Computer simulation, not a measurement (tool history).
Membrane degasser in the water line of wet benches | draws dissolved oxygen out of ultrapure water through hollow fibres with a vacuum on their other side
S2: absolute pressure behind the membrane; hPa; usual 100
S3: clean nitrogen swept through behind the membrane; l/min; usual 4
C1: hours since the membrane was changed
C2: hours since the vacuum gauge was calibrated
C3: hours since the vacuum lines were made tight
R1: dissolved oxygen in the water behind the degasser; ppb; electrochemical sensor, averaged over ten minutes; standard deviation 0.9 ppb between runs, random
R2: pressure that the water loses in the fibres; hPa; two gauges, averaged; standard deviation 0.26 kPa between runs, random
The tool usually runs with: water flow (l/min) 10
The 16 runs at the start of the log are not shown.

run 17 day=50.862 | water_flow_(l/min)=7 S2=160 S3=4 | C1=4782 C2=8353 C3=693 | R1=65.9 R2=498.4
run 18 day=53.425 | water_flow_(l/min)=13 S2=174 S3=2.13 | C1=4843 C2=8414 C3=754 | R1=337.1 R2=920.7
run 19 day=57.333 | water_flow_(l/min)=13 S2=99 S3=2.13 | C1=4937 C2=8508 C3=848 | R1=233 R2=922.3
run 20 day=61.65 | water_flow_(l/min)=12 S2=99 S3=3.35 | C1=5040 C2=8612 C3=952 | R1=158.5 R2=854.6
run 21 day=65.712 | water_flow_(l/min)=15 S2=209 S3=4.55 | C1=5138 C2=8709 C3=1049 | R1=345.1 R2=1072.5
run 22 day=69.171 | water_flow_(l/min)=10 S2=69 S3=7.96 | C1=5221 C2=8792 C3=1132 | R1=62.2 R2=713.7
run 23 day=72.112 | water_flow_(l/min)=10 S2=100 S3=7.51 | C1=5292 C2=8863 C3=1203 | R1=74.9 R2=715.8
run 24 day=75.325 | water_flow_(l/min)=14 S2=108 S3=4 | C1=5369 C2=8940 C3=1280 | R1=238.2 R2=1004.6
-- day=76.571 vacuum gauge calibrated
run 25 day=79.104 | water_flow_(l/min)=10 S2=141 S3=9.01 | C1=5459 C2=61 C3=1370 | R1=81 R2=715.3
run 26 day=81.029 | water_flow_(l/min)=8 S2=81 S3=4 | C1=5505 C2=107 C3=1416 | R1=42.5 R2=573.3
run 27 day=83.25 | water_flow_(l/min)=10 S2=100 S3=1.83 | C1=5558 C2=160 C3=1470 | R1=141.4 R2=716.6
run 28 day=85.883 | water_flow_(l/min)=7 S2=100 S3=8.81 | C1=5622 C2=224 C3=1533 | R1=23.3 R2=503
run 29 day=89.979 | water_flow_(l/min)=15 S2=126 S3=8.35 | C1=5720 C2=322 C3=1631 | R1=253.5 R2=1078.1
run 30 day=92.192 | water_flow_(l/min)=9 S2=193 S3=4.48 | C1=5773 C2=375 C3=1684 | R1=112.2 R2=644.9
run 31 day=94.554 | water_flow_(l/min)=12 S2=100 S3=4 | C1=5830 C2=432 C3=1741 | R1=149.5 R2=860.8

Each row is a separate what-if for the run after 31, all from the same tool condition, not one after another. Results?
run A day=97.879 | water_flow_(l/min)=10 S2=100 S3=4 | C1=5909 C2=511 C3=1821 | R1=? R2=?
run B day=97.879 | water_flow_(l/min)=7 S2=100 S3=4 | C1=5909 C2=511 C3=1821 | R1=? R2=?
run C day=97.879 | water_flow_(l/min)=13 S2=100 S3=3.93 | C1=5909 C2=511 C3=1821 | R1=? R2=?
run D day=97.879 | water_flow_(l/min)=13 S2=238 S3=3.49 | C1=5909 C2=511 C3=1821 | R1=? R2=?
run E day=97.879 | water_flow_(l/min)=10 S2=100 S3=4 | C1=5909 C2=511 C3=1821 | R1=? R2=?

run=A R1=94 R2=720.5
run=B R1=39.3 R2=499.5
run=C R1=191.2 R2=933.4
run=D R1=316.3 R2=931
run=E R1=93.2 R2=717.9
Take away the tool's hidden state, keep each run's random variation, and the runs would have read:
run=A R1=85.5 R2=696.7
run=B R1=37 R2=482.9
run=C R1=173.1 R2=902.6
run=D R1=298.1 R2=900.2
run=E R1=84.8 R2=694.2
